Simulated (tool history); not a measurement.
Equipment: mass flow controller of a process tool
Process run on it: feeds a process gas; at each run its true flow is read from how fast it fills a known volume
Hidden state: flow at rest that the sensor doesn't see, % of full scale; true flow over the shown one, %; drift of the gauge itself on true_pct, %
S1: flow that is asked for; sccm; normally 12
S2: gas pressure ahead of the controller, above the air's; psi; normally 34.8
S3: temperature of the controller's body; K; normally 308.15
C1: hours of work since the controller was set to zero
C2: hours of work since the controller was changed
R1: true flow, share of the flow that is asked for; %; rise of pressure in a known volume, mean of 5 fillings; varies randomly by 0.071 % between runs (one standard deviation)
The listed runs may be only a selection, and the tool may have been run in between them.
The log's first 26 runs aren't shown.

-- hour=3083.6 controller's zero set anew
run 27 hour=3083.6 | S1=3 S2=34.8 S3=295.15 | C1=0 C2=6124 | R1=99.50
run 28 hour=3242.3 | S1=8 S2=34.8 S3=293.15 | C1=120 C2=6244 | R1=99.82
run 29 hour=3331.8 | S1=9 S2=34.8 S3=306.15 | C1=188 C2=6311 | R1=101.02
run 30 hour=3409.8 | S1=12 S2=26.7 S3=308.15 | C1=246 C2=6370 | R1=101.56
run 31 hour=3541.0 | S1=12 S2=26.7 S3=308.15 | C1=346 C2=6469 | R1=101.65
run 32 hour=3626.5 | S1=12 S2=26.7 S3=308.15 | C1=410 C2=6534 | R1=101.67
run 33 hour=3714.5 | S1=6 S2=20.3 S3=308.15 | C1=477 C2=6600 | R1=101.46
run 34 hour=3830.9 | S1=12 S2=30.9 S3=295.15 | C1=565 C2=6688 | R1=100.68
run 35 hour=3995.9 | S1=12 S2=30.9 S3=295.15 | C1=689 C2=6813 | R1=100.76
run 36 hour=4129.2 | S1=12 S2=30.9 S3=295.15 | C1=790 C2=6914 | R1=100.87
run 37 hour=4212.9 | S1=11 S2=30.0 S3=306.15 | C1=853 C2=6977 | R1=101.77
run 38 hour=4282.3 | S1=17 S2=31.6 S3=312.15 | C1=906 C2=7030 | R1=102.67
run 39 hour=4352.3 | S1=2 S2=30.6 S3=306.15 | C1=959 C2=7082 | R1=102.95
run 40 hour=4476.7 | S1=5 S2=30.6 S3=308.15 | C1=1053 C2=7176 | R1=101.98
run 41 hour=4572.2 | S1=5 S2=26.4 S3=303.15 | C1=1125 C2=7249 | R1=101.86
run 42 hour=4730.4 | S1=12 S2=24.4 S3=308.15 | C1=1244 C2=7368 | R1=102.22
run 43 hour=4850.7 | S1=13 S2=33.5 S3=299.15 | C1=1335 C2=7459 | R1=101.46
run 44 hour=5015.7 | S1=4 S2=34.4 S3=310.15 | C1=1460 C2=7584 | R1=102.79
run 45 hour=5145.8 | S1=7 S2=34.4 S3=310.15 | C1=1558 C2=7682 | R1=102.37
run 46 hour=5297.1 | S1=4 S2=28.6 S3=308.15 | C1=1673 C2=7796 | R1=103.00
run 47 hour=5410.0 | S1=6 S2=28.6 S3=308.15 | C1=1758 C2=7882 | R1=102.75
run 48 hour=5487.9 | S1=3 S2=28.6 S3=309.15 | C1=1817 C2=7941 | R1=103.94

Forecast each of these 3 alternatives for the next run:
run A hour=5590.7 | S1=3 S2=23.2 S3=309.15 | C1=1894 C2=8018 | R1=?
run B hour=5590.7 | S1=2 S2=32.6 S3=309.15 | C1=1894 C2=8018 | R1=?
run C hour=5590.7 | S1=16 S2=38.7 S3=309.15 | C1=1894 C2=8018 | R1=?

run=A R1=104.20
run=B R1=105.63
run=C R1=102.79
Without the tool's hidden state the same runs would have given:
run=A R1=99.29
run=B R1=99.14
run=C R1=100.42
